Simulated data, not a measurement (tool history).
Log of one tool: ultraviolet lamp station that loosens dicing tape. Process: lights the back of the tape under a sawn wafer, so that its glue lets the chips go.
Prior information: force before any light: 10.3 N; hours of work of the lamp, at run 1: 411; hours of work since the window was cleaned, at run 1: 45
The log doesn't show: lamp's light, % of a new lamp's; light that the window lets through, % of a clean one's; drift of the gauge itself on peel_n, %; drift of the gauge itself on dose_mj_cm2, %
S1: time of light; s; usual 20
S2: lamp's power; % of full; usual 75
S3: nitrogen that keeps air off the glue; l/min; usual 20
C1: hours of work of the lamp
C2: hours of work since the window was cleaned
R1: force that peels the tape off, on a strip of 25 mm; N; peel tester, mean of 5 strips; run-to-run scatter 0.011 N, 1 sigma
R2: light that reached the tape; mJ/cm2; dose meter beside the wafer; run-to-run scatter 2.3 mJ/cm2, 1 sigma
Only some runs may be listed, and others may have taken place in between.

{"run": 1, "hour": 0.0, "S1": 20, "S2": 75, "S3": 20, "C1": 411, "C2": 45, "R1": 0.673, "R2": 196}
{"run": 2, "hour": 16.3, "S1": 20, "S2": 75, "S3": 20, "C1": 420, "C2": 54, "R1": 0.679, "R2": 193}
{"run": 3, "hour": 43.8, "S1": 20, "S2": 70, "S3": 20, "C1": 435, "C2": 69, "R1": 0.803, "R2": 183}
{"run": 4, "hour": 68.5, "S1": 20, "S2": 70, "S3": 20, "C1": 448, "C2": 83, "R1": 0.793, "R2": 178}
{"run": 5, "hour": 82.0, "S1": 20, "S2": 70, "S3": 20, "C1": 456, "C2": 90, "R1": 0.827, "R2": 178}
{"run": 6, "hour": 112.4, "S1": 20, "S2": 70, "S3": 20, "C1": 472, "C2": 107, "R1": 0.862, "R2": 181}
{"run": 7, "hour": 137.4, "S1": 20, "S2": 70, "S3": 20, "C1": 486, "C2": 120, "R1": 0.851, "R2": 174}
{"run": 8, "hour": 160.7, "S1": 20, "S2": 70, "S3": 20, "C1": 499, "C2": 133, "R1": 0.841, "R2": 171}
{"run": 9, "hour": 184.1, "S1": 20, "S2": 70, "S3": 20, "C1": 511, "C2": 146, "R1": 0.896, "R2": 173}
{"run": 10, "hour": 197.4, "S1": 20, "S2": 70, "S3": 20, "C1": 519, "C2": 153, "R1": 0.89, "R2": 171}
{"run": 11, "hour": 212.4, "S1": 20, "S2": 75, "S3": 23, "C1": 527, "C2": 161, "R1": 0.75, "R2": 188}
{"run": 12, "hour": 232.1, "S1": 25, "S2": 70, "S3": 31, "C1": 538, "C2": 172, "R1": 0.487, "R2": 210}
{"run": 13, "hour": 257.3, "S1": 23, "S2": 62, "S3": 13, "C1": 551, "C2": 186, "R1": 1.124, "R2": 172}
{"run": 14, "hour": 287.2, "S1": 14, "S2": 86, "S3": 10, "C1": 568, "C2": 202, "R1": 1.681, "R2": 146}
{"run": 15, "hour": 307.0, "S1": 11, "S2": 95, "S3": 10, "C1": 578, "C2": 213, "R1": 2.134, "R2": 121}
{"run": 16, "hour": 336.2, "S1": 11, "S2": 79, "S3": 10, "C1": 594, "C2": 229, "R1": 2.828, "R2": 101}
{"run": 17, "hour": 358.1, "S1": 35, "S2": 81, "S3": 20, "C1": 606, "C2": 241, "R1": 0.25, "R2": 323}
{"run": 18, "hour": 376.0, "S1": 35, "S2": 81, "S3": 20, "C1": 616, "C2": 250, "R1": 0.258, "R2": 325}
{"run": 19, "hour": 390.6, "S1": 20, "S2": 81, "S3": 20, "C1": 624, "C2": 258, "R1": 0.742, "R2": 183}
{"run": 20, "hour": 409.6, "S1": 20, "S2": 99, "S3": 20, "C1": 634, "C2": 269, "R1": 0.496, "R2": 222}
{"run": 21, "hour": 431.1, "S1": 30, "S2": 95, "S3": 11, "C1": 646, "C2": 280, "R1": 0.33, "R2": 315}

Each row is a separate what-if for the run after 21, all from the same tool condition, not one after another. Results?
{"run": "A", "hour": 456.7, "S1": 15, "S2": 75, "S3": 20, "C1": 660, "C2": 294, "R1": "?", "R2": "?"}
{"run": "B", "hour": 456.7, "S1": 30, "S2": 95, "S3": 31, "C1": 660, "C2": 294, "R1": "?", "R2": "?"}
{"run": "C", "hour": 456.7, "S1": 21, "S2": 95, "S3": 17, "C1": 660, "C2": 294, "R1": "?", "R2": "?"}

run=A R1=1.592 R2=121
run=B R1=0.232 R2=313
run=C R1=0.551 R2=219
The same runs, with their run-to-run variation unchanged, on a tool lacking any hidden condition would have given:
run=A R1=0.846 R2=170
run=B R1=0.189 R2=436
run=C R1=0.288 R2=305

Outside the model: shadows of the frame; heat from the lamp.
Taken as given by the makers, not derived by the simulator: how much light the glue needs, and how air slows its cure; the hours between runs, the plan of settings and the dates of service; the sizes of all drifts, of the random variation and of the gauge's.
